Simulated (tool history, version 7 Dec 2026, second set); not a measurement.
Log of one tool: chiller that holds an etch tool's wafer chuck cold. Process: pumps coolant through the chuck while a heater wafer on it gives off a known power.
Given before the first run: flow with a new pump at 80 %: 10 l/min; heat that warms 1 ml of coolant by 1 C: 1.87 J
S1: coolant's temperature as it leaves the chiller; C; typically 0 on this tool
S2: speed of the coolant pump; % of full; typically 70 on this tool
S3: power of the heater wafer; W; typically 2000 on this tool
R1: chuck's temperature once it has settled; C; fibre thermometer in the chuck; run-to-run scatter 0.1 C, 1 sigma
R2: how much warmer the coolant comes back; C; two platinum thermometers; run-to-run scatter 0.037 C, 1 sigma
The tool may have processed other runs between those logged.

run,hour,S1,S2,S3,R1,R2
1,0.0,0,70,2000,18.8,7.58
2,150.8,0,70,2000,18.9,7.51
3,318.1,0,70,2000,18.8,7.54
4,528.1,0,70,2000,19.4,7.49
5,675.0,0,65,2000,20.4,8.14
6,834.1,4,70,2000,23.4,7.52
7,989.3,0,70,1382,13.5,5.17
8,1152.2,0,70,1382,13.8,5.30
9,1300.5,0,70,1382,13.6,5.39
10,1487.3,0,70,2171,21.7,8.44
11,1606.8,5,88,1565,18.7,4.86
12,1788.8,-7,96,2188,10.5,5.82
13,1920.1,0,70,1859,18.1,6.77
14,2055.2,0,70,2593,25.1,9.41
15,2153.5,-8,70,1657,8.0,6.03
16,2238.2,-10,99,1785,4.2,4.62
17,2325.7,-9,99,1326,1.3,3.49
18,2474.5,-9,99,1326,1.5,3.47

Not shown here: 3 entries made in the log between runs. Locate each between two listed runs and compare the hidden state at the listed run before it with the hidden state at the listed run after it:
From run 3 to run 4: chiller's thermometer calibrated (hour 477.5)
  heat passed by the chuck's channels, % of clean ones': 93 -> 92.5; flow at a given pump speed, % of a new pump's: 97.3 -> 97.1; coolant's true temperature over the reading, C: -0.37 -> 0.03
  what was measured, less what the result would be without the hidden state, R1: +0.9 -> +1.5 C; R2: +0.20 -> +0.22 C
From run 7 to run 8: coolant pump overhauled (hour 1004.4)
  heat passed by the chuck's channels, % of clean ones': 91.3 -> 90.9; flow at a given pump speed, % of a new pump's: 96.6 -> 94.5; coolant's true temperature over the reading, C: -0.03 -> -0.06
  what was measured, less what the result would be without the hidden state, R1: +1.1 -> +1.3 C; R2: +0.17 -> +0.29 C
From run 11 to run 12: coolant pump overhauled, once more (hour 1742.5)
  heat passed by the chuck's channels, % of clean ones': 89.7 -> 89.3; flow at a given pump speed, % of a new pump's: 94.1 -> 100.4; coolant's true temperature over the reading, C: -0.12 -> -0.15
  what was measured, less what the result would be without the hidden state, R1: +1.5 -> +1.3 C; R2: +0.28 -> -0.02 C
